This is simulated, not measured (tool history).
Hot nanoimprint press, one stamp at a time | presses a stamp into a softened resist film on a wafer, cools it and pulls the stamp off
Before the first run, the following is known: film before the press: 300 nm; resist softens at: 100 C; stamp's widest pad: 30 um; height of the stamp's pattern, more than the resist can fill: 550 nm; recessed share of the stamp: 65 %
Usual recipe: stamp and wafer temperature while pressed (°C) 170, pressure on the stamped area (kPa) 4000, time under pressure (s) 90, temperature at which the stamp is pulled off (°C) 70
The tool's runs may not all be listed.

run	day	stamp and wafer temperature while pressed (°C)	pressure on the stamped area (kPa)	time under pressure (s)	temperature at which the stamp is pulled off (°C)	resist left under the stamp's widest pad (angstrom)	greatest force while the stamp is pulled off (N)
1	0.000	170	4000	90	70	1348	120
2	0.517	170	4000	90	70	1353	123
3	1.000	170	4000	90	70	1352	124
4	1.646	170	4000	90	70	1348	121
5	2.100	170	4000	79	70	1411	125
6	2.783	170	4000	90	70	1341	123
7	3.525	170	4000	90	70	1342	125
8	4.275	170	5760	90	70	1103	129
9	5.021	170	4000	90	70	1338	128
10	5.462	170	4000	90	70	1343	131
# day 5.950: plate thermocouple calibrated
11	6.017	170	3610	75	70	1497	128
12	6.854	181	4000	90	62	865	146
13	7.242	181	4000	90	73	860	124
14	7.762	170	2830	105	70	1500	134
# day 8.438: plate thermocouple calibrated, once more
15	8.508	170	2830	105	70	1531	135
16	8.929	170	4000	55	70	1610	138
17	9.292	170	4000	55	70	1588	137
18	9.633	170	4000	55	61	1602	156
19	10.275	170	4000	179	70	1054	136
20	10.879	171	4000	171	70	1027	139

Consider 4 possible next runs. They are alternatives, not a sequence: every one starts from the tool as it was left by run 20. What does each give?
A	11.625	165	3210	90	70	?	?
B	11.625	168	2550	171	70	?	?
C	11.625	171	4000	60	70	?	?
D	11.625	178	4000	90	70	?	?

run	resist left under the stamp's widest pad (angstrom)	greatest force while the stamp is pulled off (N)
A	1810	144
B	1480	136
C	1490	143
D	978	137
What these runs would have given with no unlogged condition in the tool:
run	resist left under the stamp's widest pad (angstrom)	greatest force while the stamp is pulled off (N)
A	1815	124
B	1486	117
C	1490	123
D	977	118

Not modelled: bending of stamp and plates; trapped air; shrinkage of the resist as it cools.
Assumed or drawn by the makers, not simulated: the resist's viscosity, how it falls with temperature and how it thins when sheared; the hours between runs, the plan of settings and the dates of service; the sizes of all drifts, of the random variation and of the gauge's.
